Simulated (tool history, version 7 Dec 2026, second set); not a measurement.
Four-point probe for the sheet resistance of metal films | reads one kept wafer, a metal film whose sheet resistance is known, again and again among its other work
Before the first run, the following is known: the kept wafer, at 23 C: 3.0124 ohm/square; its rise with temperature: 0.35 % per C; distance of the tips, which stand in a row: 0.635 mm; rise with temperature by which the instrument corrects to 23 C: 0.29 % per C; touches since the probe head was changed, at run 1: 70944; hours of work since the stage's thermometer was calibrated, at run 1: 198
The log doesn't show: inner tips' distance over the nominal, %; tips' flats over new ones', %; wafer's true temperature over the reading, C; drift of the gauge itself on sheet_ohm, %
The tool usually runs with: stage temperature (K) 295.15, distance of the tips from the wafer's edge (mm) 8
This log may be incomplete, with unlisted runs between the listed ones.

run	hour	stage temperature (K)	distance of the tips from the wafer's edge (mm)	touches since the probe head was changed	hours of work since the stage's thermometer was calibrated	sheet resistance as the instrument gives it (ohm/square)
1	0.0	295.15	8	70944	198	3.004065
2	11.6	295.15	8	71271	204	3.004652
3	22.1	295.15	8	71569	208	3.003415
4	32.1	295.15	8	71850	213	3.003714
5	43.8	295.15	8	72180	218	3.004784
6	54.3	295.15	8	72476	223	3.002589
7	77.8	295.15	8	73138	233	3.003856
8	96.5	295.15	8	73666	242	3.003400
9	113.4	295.15	8	74143	250	3.002994
10	131.4	295.15	8	74651	258	3.003810
11	148.1	293.15	8	75121	265	2.999465
12	167.9	293.15	8	75680	274	2.999505
13	186.6	293.15	8	76208	283	2.999741
14	206.2	304.15	8	76763	291	3.018540
15	223.6	295.15	8	77254	299	3.003058
16	234.4	295.15	8	77558	304	3.003059
17	258.5	295.15	8	78237	315	3.001927
18	279.2	295.15	8	78821	324	3.003097
19	299.1	295.15	8	79382	333	3.002614
20	323.3	295.15	8	80066	344	3.001144
21	340.2	295.15	8	80541	352	3.003868
22	355.0	298.15	5	80959	359	3.023932
23	377.5	301.15	37	81594	369	3.002920
24	394.5	298.15	37	82074	377	2.998623
25	412.9	298.15	37	82593	385	2.997823
26	436.7	295.15	12	83264	396	2.996529
27	447.5	295.15	7	83570	401	3.004706
28	470.1	305.15	58	84207	411	3.008266
29	490.3	307.15	54	84777	420	3.012143
30	511.2	307.15	54	85366	429	3.013266
31	530.9	307.15	56	85921	438	3.012939
32	546.9	293.15	73	86373	445	2.986213
33	564.1	292.15	13	86857	453	2.988781
34	587.2	292.15	24	87511	464	2.984871
35	598.1	297.15	33	87818	469	2.994429
36	618.7	297.15	33	88398	478	2.994884
37	640.5	303.15	25	89014	488	3.005219
38	655.1	308.15	8	89426	494	3.023108
39	675.7	295.15	44	90006	504	2.989873
40	686.4	300.15	8	90310	508	3.009625

A few steps of sheet resistance as the instrument gives it (ohm/square) between consecutive runs. Split each: what settings, incoming material and random variation would produce without the hidden state, and what is left over for the hidden state, along with gauge scatter present in only one of the two compared results (measured, and without hidden state):
Run 13 -> 14: stage temperature (K) 293.15 -> 304.15. sheet resistance as the instrument gives it (ohm/square) +0.018799: hidden state -0.000206, all else +0.019005.
Run 21 -> 22: stage temperature (K) 295.15 -> 298.15, distance of the tips from the wafer's edge (mm) 8 -> 5. sheet resistance as the instrument gives it (ohm/square) +0.020064: hidden state -0.000201, all else +0.020265.
Run 22 -> 23: stage temperature (K) 298.15 -> 301.15, distance of the tips from the wafer's edge (mm) 5 -> 37. sheet resistance as the instrument gives it (ohm/square) -0.021012: hidden state -0.000002, all else -0.021010.
Run 31 -> 32: stage temperature (K) 307.15 -> 293.15, distance of the tips from the wafer's edge (mm) 56 -> 73. sheet resistance as the instrument gives it (ohm/square) -0.026726: hidden state +0.000027, all else -0.026753.
Run 38 -> 39: stage temperature (K) 308.15 -> 295.15, distance of the tips from the wafer's edge (mm) 8 -> 44. sheet resistance as the instrument gives it (ohm/square) -0.033235: hidden state +0.000057, all else -0.033292.
Run 39 -> 40: stage temperature (K) 295.15 -> 300.15, distance of the tips from the wafer's edge (mm) 44 -> 8. sheet resistance as the instrument gives it (ohm/square) +0.019752: hidden state -0.000185, all else +0.019937.
